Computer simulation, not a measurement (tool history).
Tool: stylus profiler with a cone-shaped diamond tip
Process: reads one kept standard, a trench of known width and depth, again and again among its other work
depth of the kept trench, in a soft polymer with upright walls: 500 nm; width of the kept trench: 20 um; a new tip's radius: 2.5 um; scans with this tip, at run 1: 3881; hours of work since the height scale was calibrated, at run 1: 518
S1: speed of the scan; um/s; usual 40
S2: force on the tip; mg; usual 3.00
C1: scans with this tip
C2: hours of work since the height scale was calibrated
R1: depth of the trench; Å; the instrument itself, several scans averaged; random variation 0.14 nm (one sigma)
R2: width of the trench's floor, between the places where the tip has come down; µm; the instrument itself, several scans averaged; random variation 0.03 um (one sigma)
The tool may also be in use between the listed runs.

| run | day | S1 | S2 | C1 | C2 | R1 | R2 |
|---|---|---|---|---|---|---|---|
| 1 | 0.000 | 40 | 3.00 | 3881 | 518 | 5073.2 | 16.00 |
| 2 | 0.562 | 40 | 3.00 | 3952 | 527 | 5074.1 | 16.06 |
| 3 | 0.933 | 40 | 3.00 | 3998 | 533 | 5073.8 | 16.04 |
| 4 | 1.262 | 40 | 3.00 | 4039 | 539 | 5075.2 | 16.07 |
| 5 | 1.917 | 40 | 3.00 | 4121 | 550 | 5073.8 | 16.00 |
| 6 | 2.300 | 40 | 1.38 | 4169 | 556 | 5040.1 | 16.00 |
| 7 | 2.758 | 28 | 3.00 | 4227 | 564 | 5073.0 | 16.05 |
| 8 | 3.062 | 28 | 3.00 | 4265 | 569 | 5075.5 | 16.07 |
|  | 3.146 | height scale calibrated on a step standard |
| 9 | 3.625 | 28 | 3.00 | 4333 | 8 | 5067.1 | 16.07 |
| 10 | 3.950 | 28 | 3.00 | 4374 | 13 | 5065.6 | 16.02 |
|  | 4.296 | height scale calibrated on a step standard, once more |
| 11 | 4.396 | 112 | 6.48 | 4427 | 2 | 5138.5 | 15.83 |

Forecast run 12:
| 12 | 4.675 | 110 | 6.92 | 4462 | 6 | ? | ? |

R1: 5145.9 Å
R2: 15.86 µm
Without the tool's hidden state the same run would have given R1 5147.4 Å, R2 16.76 µm.
